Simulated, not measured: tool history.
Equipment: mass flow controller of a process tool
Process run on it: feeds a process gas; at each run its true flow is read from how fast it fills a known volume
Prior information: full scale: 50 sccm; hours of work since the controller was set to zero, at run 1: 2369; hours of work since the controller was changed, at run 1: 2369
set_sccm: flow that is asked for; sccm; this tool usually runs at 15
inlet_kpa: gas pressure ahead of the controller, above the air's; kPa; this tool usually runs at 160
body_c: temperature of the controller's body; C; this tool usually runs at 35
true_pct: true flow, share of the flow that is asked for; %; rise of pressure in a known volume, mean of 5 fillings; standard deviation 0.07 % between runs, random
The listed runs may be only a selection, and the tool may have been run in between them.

run	hour	set_sccm	inlet_kpa	body_c	hours of work since the controller was set to zero	hours of work since the controller was changed	true_pct
1	0.0	15	160	35	2369	2369	99.08
2	63.6	15	160	35	2415	2415	99.13
3	137.6	15	160	35	2467	2467	99.18
4	224.0	15	160	35	2529	2529	99.19
5	316.0	15	160	35	2595	2595	99.15
6	372.2	15	160	35	2635	2635	99.04
7	438.9	15	160	35	2682	2682	99.09
8	498.2	15	160	35	2725	2725	99.04
9	598.4	15	201	35	2796	2796	98.89
10	665.7	15	201	35	2844	2844	98.95
11	749.9	15	160	35	2904	2904	99.14
12	829.7	15	160	35	2961	2961	99.25
13	929.2	15	207	35	3032	3032	98.84
14	972.3	15	207	35	3062	3062	98.82
15	1023.0	15	207	24	3099	3099	99.13
16	1072.0	30	160	35	3134	3134	99.49
17	1158.5	30	160	35	3195	3195	99.43
18	1232.2	30	160	35	3248	3248	99.47
19	1292.1	15	160	35	3290	3290	99.09
20	1344.4	10	231	23	3328	3328	98.79
21	1411.2	10	231	22	3375	3375	98.96
22	1458.4	10	231	22	3409	3409	98.87
23	1542.8	10	181	33	3469	3469	98.93
24	1590.4	15	206	35	3503	3503	98.76
25	1667.6	15	160	26	3558	3558	99.43
26	1715.1	15	160	26	3592	3592	99.29
27	1765.0	12	160	35	3627	3627	99.01
28	1860.9	12	160	35	3696	3696	99.00
29	1905.5	15	220	33	3728	3728	98.81
30	1996.7	6	160	26	3793	3793	99.23
31	2079.8	5	216	22	3852	3852	98.82
32	2150.7	6	214	40	3902	3902	98.38
33	2224.0	6	214	40	3955	3955	98.38
34	2285.8	35	160	24	3999	3999	99.79
35	2356.3	9	184	31	4049	4049	98.88
36	2430.8	9	184	31	4102	4102	98.85
37	2518.9	19	146	21	4165	4165	99.62

Branching from run 37: 5 alternative next runs. What would each branch give?
A	2615.0	28	160	35	4233	4233	?
B	2615.0	34	191	21	4233	4233	?
C	2615.0	15	258	20	4233	4233	?
D	2615.0	19	173	39	4233	4233	?
E	2615.0	15	160	33	4233	4233	?

run	true_pct
A	99.45
B	99.72
C	98.87
D	98.95
E	99.14
Take away the tool's hidden state, keep each run's random variation, and the runs would have read:
run	true_pct
A	99.45
B	99.71
C	98.86
D	98.94
E	99.14
